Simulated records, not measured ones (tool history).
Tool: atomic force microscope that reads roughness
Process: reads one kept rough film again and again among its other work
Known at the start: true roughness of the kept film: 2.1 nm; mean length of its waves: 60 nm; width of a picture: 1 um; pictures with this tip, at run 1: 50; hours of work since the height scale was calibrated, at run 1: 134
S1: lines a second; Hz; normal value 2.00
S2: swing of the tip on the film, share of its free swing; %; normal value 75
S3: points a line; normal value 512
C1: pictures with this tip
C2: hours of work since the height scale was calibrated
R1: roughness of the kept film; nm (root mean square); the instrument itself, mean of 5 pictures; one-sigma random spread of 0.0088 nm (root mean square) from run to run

run,hour,S1,S2,S3,C1,C2,R1
1,0.0,2.00,75,512,50,134,1.921
2,6.0,2.00,75,512,64,138,1.909
# hour 8.8: new tip fitted
3,15.7,2.00,75,512,16,144,1.941
4,22.1,2.00,75,512,31,149,1.938
5,27.5,2.00,75,297,44,152,1.925
6,34.2,2.00,75,297,60,157,1.913
# hour 39.4: new tip fitted
7,41.9,2.00,75,297,6,162,1.946
8,50.7,2.00,75,297,27,168,1.930
# hour 52.2: height scale calibrated on a step standard
9,58.8,1.49,63,512,43,4,1.977
10,67.5,3.14,89,270,64,10,1.710
# hour 70.7: new tip fitted
11,76.8,3.14,89,270,14,16,1.737

Each row is a separate what-if for the run after 11, all from the same tool condition, not one after another. Results?
# hour 84.6: height scale calibrated on a step standard, once more
A,85.6,0.62,73,555,32,1,?
# hour 84.6: height scale calibrated on a step standard, once more
B,85.6,1.02,64,512,32,1,?
# hour 84.6: height scale calibrated on a step standard, once more
C,85.6,3.14,83,270,32,1,?

run,R1
A,2.019
B,2.009
C,1.803
Without the tool's hidden state the same runs would have given:
run,R1
A,2.044
B,2.033
C,1.825
